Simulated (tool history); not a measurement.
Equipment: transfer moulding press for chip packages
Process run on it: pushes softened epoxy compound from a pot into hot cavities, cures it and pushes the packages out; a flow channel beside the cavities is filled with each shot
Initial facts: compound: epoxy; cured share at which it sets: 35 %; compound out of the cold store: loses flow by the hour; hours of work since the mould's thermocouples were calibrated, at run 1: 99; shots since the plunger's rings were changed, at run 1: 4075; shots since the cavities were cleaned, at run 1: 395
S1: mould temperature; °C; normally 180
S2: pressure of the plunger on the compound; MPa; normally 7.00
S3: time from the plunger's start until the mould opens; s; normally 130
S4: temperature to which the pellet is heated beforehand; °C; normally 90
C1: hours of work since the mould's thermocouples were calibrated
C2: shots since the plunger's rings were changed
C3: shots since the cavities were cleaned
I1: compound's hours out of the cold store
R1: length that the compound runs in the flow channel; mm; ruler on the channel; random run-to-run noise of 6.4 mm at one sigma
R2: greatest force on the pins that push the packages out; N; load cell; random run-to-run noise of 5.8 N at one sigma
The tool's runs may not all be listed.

run,hour,S1,S2,S3,S4,C1,C2,C3,I1,R1,R2
1,0.0,180,7.00,130,90,99,4075,395,16.6,777,328
2,16.3,180,7.00,130,90,108,4192,512,10.7,780,352
3,33.1,174,7.00,130,90,117,4314,634,24.4,750,435
4,43.8,174,7.00,130,90,123,4391,711,36.4,696,449
5,53.3,180,7.00,140,90,128,4460,780,30.4,704,361
# hour 56.1: cavities cleaned with cleaning compound and waxed
6,63.9,177,7.00,130,90,133,4524,56,31.6,719,466
7,78.4,177,7.00,111,90,140,4629,161,22.2,748,579
# hour 90.9: cavities cleaned with cleaning compound and waxed, once more
8,90.9,177,7.00,111,90,146,4708,0,10.8,787,292
9,103.1,177,7.00,111,90,153,4796,88,36.6,680,301
10,117.3,182,7.73,130,90,160,4899,191,28.5,740,252
11,131.5,182,7.67,130,90,168,5001,293,15.3,798,273
12,151.3,187,7.70,153,89,179,5144,436,27.5,732,293
13,161.1,172,7.70,153,89,184,5214,506,44.8,698,356
14,175.9,172,7.70,153,89,192,5321,613,44.5,704,376
15,189.1,172,7.70,153,89,199,5416,708,40.0,717,409
16,198.9,186,7.80,159,84,204,5487,779,38.2,711,352
17,207.1,180,7.00,111,90,209,5546,838,16.4,744,474

Some steps in R1 between neighbouring runs. How much of each would the tool show without its hidden state too (settings, what came in, random variation), and how much is left for the hidden state, with any gauge scatter that isn't in both results?
The hidden state here: true mould temperature over the reading, C; pressure that reaches the compound, % of what is set; grip of the stained cavities, % over clean ones'; drift of the gauge itself on flow_mm, %; drift of the gauge itself on push_out_n, %.
Run 8 -> 9: settings left as they were, no log entry in between. R1 -107 mm: hidden state +5, all else -112.
